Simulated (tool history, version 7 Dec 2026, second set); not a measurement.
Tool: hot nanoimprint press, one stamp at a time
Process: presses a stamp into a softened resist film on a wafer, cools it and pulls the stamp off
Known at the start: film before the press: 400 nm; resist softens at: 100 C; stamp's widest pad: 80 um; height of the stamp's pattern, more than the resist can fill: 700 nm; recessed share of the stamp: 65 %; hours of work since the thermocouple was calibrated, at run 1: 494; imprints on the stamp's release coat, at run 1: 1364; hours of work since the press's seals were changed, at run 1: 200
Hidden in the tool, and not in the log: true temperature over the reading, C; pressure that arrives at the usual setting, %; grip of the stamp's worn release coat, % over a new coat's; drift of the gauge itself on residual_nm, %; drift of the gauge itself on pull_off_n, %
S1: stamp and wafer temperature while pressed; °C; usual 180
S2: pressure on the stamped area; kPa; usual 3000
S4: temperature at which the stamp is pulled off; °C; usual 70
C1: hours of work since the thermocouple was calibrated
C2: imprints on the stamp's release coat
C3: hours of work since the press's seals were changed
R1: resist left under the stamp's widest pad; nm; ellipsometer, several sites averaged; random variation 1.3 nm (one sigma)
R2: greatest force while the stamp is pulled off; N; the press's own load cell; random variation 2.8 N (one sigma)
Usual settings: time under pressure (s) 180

run 1 hour=0.0 | S1=180 S2=3000 time_under_pressure_(s)=180 S4=70 | C1=494 C2=1364 C3=200 | R1=212.6 R2=177
-- hour=38.6 plate thermocouple calibrated
run 2 hour=61.2 | S1=180 S2=3000 time_under_pressure_(s)=180 S4=70 | C1=17 C2=1517 C3=245 | R1=227.8 R2=186
run 3 hour=126.3 | S1=180 S2=3000 time_under_pressure_(s)=180 S4=70 | C1=67 C2=1687 C3=294 | R1=229.3 R2=185
run 4 hour=155.5 | S1=180 S2=2550 time_under_pressure_(s)=180 S4=70 | C1=89 C2=1763 C3=317 | R1=247.8 R2=197
run 5 hour=199.8 | S1=180 S2=2550 time_under_pressure_(s)=180 S4=70 | C1=123 C2=1879 C3=351 | R1=245.5 R2=200
run 6 hour=242.0 | S1=180 S2=2550 time_under_pressure_(s)=180 S4=70 | C1=156 C2=1990 C3=383 | R1=249.2 R2=200
run 7 hour=283.0 | S1=180 S2=2550 time_under_pressure_(s)=180 S4=70 | C1=187 C2=2097 C3=414 | R1=248.6 R2=208
run 8 hour=320.6 | S1=187 S2=3000 time_under_pressure_(s)=180 S4=70 | C1=216 C2=2195 C3=443 | R1=175.9 R2=211
-- hour=331.6 stamp cleaned and given a new release coat
run 9 hour=365.6 | S1=183 S2=3000 time_under_pressure_(s)=180 S4=70 | C1=246 C2=89 C3=473 | R1=208.5 R2=143
-- hour=389.9 plate thermocouple calibrated, once more
run 10 hour=411.7 | S1=186 S2=2540 time_under_pressure_(s)=341 S4=77 | C1=17 C2=202 C3=506 | R1=130.5 R2=124
run 11 hour=474.1 | S1=186 S2=2540 time_under_pressure_(s)=341 S4=77 | C1=64 C2=365 C3=554 | R1=134.5 R2=133
run 12 hour=517.5 | S1=186 S2=2540 time_under_pressure_(s)=341 S4=77 | C1=98 C2=479 C3=587 | R1=134.0 R2=139
run 13 hour=575.5 | S1=186 S2=2540 time_under_pressure_(s)=95 S4=77 | C1=142 C2=630 C3=631 | R1=216.5 R2=148
run 14 hour=610.1 | S1=180 S2=3000 time_under_pressure_(s)=149 S4=60 | C1=168 C2=721 C3=658 | R1=221.0 R2=174
run 15 hour=674.4 | S1=180 S2=3000 time_under_pressure_(s)=149 S4=60 | C1=218 C2=889 C3=707 | R1=222.6 R2=185
run 16 hour=715.3 | S1=180 S2=3000 time_under_pressure_(s)=164 S4=72 | C1=249 C2=996 C3=738 | R1=218.1 R2=164

The next listed run, before its measurement:
run 17 hour=762.0 | S1=183 S2=1810 time_under_pressure_(s)=123 S4=59 | C1=285 C2=1118 C3=774 | R1=? R2=?

Run 17 gave R1 260.6 nm, R2 196 N.
Without the tool's hidden state the same run would have given R1 245.7 nm, R2 152 N.

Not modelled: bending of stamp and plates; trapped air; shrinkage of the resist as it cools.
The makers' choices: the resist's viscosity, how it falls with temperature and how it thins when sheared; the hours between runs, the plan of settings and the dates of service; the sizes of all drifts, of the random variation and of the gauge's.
